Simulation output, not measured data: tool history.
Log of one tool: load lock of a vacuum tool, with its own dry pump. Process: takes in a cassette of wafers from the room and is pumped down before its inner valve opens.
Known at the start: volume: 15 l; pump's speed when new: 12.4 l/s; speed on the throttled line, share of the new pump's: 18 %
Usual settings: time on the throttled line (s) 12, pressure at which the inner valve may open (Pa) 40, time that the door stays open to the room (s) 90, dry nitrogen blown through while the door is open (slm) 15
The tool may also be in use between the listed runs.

run   hour  time on the throttled line (s)  pressure at which the inner valve may open (Pa)  time that the door stays open to the room (s)  dry nitrogen blown through while the door is open (slm)  incoming humidity of the room's air, %  time from the closed door until the inner valve may open (s)  rise of the pressure with all valves shut (Pa/min)
  1    0.0                              12                                               40                                             90                                                       15                                    43.7                                                          19.6                                               0.087
  2   45.7                              12                                               40                                            172                                                       15                                    44.5                                                          19.6                                               0.102
  3  137.9                              12                                               40                                            172                                                       15                                    44.8                                                          19.7                                               0.103
  4  184.3                              12                                               40                                            172                                                       41                                    46.1                                                          19.7                                               0.080
  5  260.2                              12                                               50                                             90                                                       15                                    44.5                                                          19.7                                               0.094
  6  348.4                              12                                               50                                             90                                                        7                                    45.4                                                          19.7                                               0.116
  7  400.3                              12                                               40                                             44                                                       15                                    44.9                                                          20.0                                               0.084
  8  448.1                              12                                               49                                            183                                                       15                                    44.2                                                          19.5                                               0.116
  9  539.4                              11                                               40                                            181                                                       15                                    45.6                                                          18.6                                               0.118
 10  598.7                              11                                               40                                            181                                                       15                                    44.5                                                          19.1                                               0.117
 11  648.4                              11                                               40                                            181                                                       15                                    46.4                                                          19.1                                               0.124
 12  747.2                              11                                               40                                            181                                                       15                                    45.7                                                          19.1                                               0.124
 13  826.0                              18                                               40                                             90                                                       15                                    44.1                                                          24.7                                               0.108
 14  895.1                              12                                               40                                             54                                                       44                                    45.4                                                          19.9                                               0.081

5 ways to go on from here, each from the tool as it stands after run 14. What would each give?
  A  948.1                              22                                               40                                             29                                                       35                                    45.5                                                             ?                                                   ?
  B  948.1                              21                                               40                                             90                                                       33                                    46.8                                                             ?                                                   ?
  C  948.1                               7                                               40                                            101                                                       44                                    44.1                                                             ?                                                   ?
  D  948.1                              19                                               40                                             54                                                        7                                    44.3                                                             ?                                                   ?
  E  948.1                              17                                               40                                             54                                                        6                                    44.6                                                             ?                                                   ?

run  time from the closed door until the inner valve may open (s)  rise of the pressure with all valves shut (Pa/min)
  A                                                          27.9                                               0.073
  B                                                          27.2                                               0.087
  C                                                          16.1                                               0.080
  D                                                          25.5                                               0.122
  E                                                          24.1                                               0.130
Without the tool's hidden state the same runs would have given:
run  time from the closed door until the inner valve may open (s)  rise of the pressure with all valves shut (Pa/min)
  A                                                          27.4                                               0.027
  B                                                          26.8                                               0.040
  C                                                          15.4                                               0.034
  D                                                          25.0                                               0.075
  E                                                          23.5                                               0.083
